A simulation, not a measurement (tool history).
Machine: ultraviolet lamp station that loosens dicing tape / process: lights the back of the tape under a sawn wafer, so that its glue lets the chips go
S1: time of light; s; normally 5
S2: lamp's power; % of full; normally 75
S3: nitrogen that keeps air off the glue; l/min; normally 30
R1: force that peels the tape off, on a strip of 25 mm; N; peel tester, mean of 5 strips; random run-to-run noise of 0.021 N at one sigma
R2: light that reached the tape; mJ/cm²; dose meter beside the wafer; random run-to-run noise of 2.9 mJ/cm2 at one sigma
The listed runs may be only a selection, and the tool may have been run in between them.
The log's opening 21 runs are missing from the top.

| run | hour | S1 | S2 | S3 | R1 | R2 |
|---|---|---|---|---|---|---|
| 22 | 163.5 | 4 | 75 | 30 | 2.328 | 253 |
| 23 | 168.6 | 4 | 75 | 30 | 2.301 | 255 |
| 24 | 173.4 | 4 | 75 | 30 | 2.429 | 258 |
| 25 | 182.7 | 4 | 75 | 30 | 2.357 | 254 |
| 26 | 189.3 | 4 | 75 | 30 | 2.340 | 255 |
| 27 | 200.1 | 4 | 75 | 30 | 2.393 | 253 |
| 28 | 205.9 | 3 | 95 | 12 | 3.619 | 239 |
|  | 207.4 | window cleaned of glue's vapour, once more |
| 29 | 212.0 | 3 | 68 | 16 | 3.605 | 213 |
| 30 | 222.0 | 4 | 75 | 54 | 1.297 | 314 |
| 31 | 230.5 | 3 | 78 | 30 | 2.551 | 239 |
| 32 | 237.4 | 3 | 78 | 30 | 2.505 | 242 |
| 33 | 248.7 | 3 | 78 | 30 | 2.629 | 241 |
| 34 | 254.9 | 8 | 79 | 17 | 0.690 | 654 |
| 35 | 263.5 | 8 | 84 | 30 | 0.341 | 683 |
| 36 | 271.2 | 6 | 75 | 28 | 0.931 | 460 |
| 37 | 281.8 | 4 | 75 | 53 | 1.379 | 305 |
| 38 | 287.0 | 2 | 89 | 47 | 2.961 | 182 |
| 39 | 293.8 | 5 | 83 | 16 | 1.636 | 426 |
| 40 | 299.2 | 5 | 75 | 45 | 1.004 | 381 |
| 41 | 305.0 | 5 | 93 | 12 | 1.620 | 471 |
| 42 | 314.6 | 5 | 93 | 12 | 1.610 | 467 |
| 43 | 321.4 | 5 | 93 | 12 | 1.650 | 465 |
| 44 | 329.5 | 3 | 93 | 12 | 3.106 | 279 |

Predict each of these 3 candidate next runs independently; none follows another, all start after run 44:
| A | 336.1 | 9 | 75 | 59 | ? | ? |
| B | 336.1 | 2 | 75 | 30 | ? | ? |
| C | 336.1 | 4 | 75 | 30 | ? | ? |

| run | R1 | R2 |
|---|---|---|
| A | 0.211 | 677 |
| B | 3.884 | 153 |
| C | 1.871 | 298 |
Had the tool no hidden state, the same runs would have come out as:
| run | R1 | R2 |
|---|---|---|
| A | 0.154 | 773 |
| B | 3.494 | 175 |
| C | 1.522 | 341 |
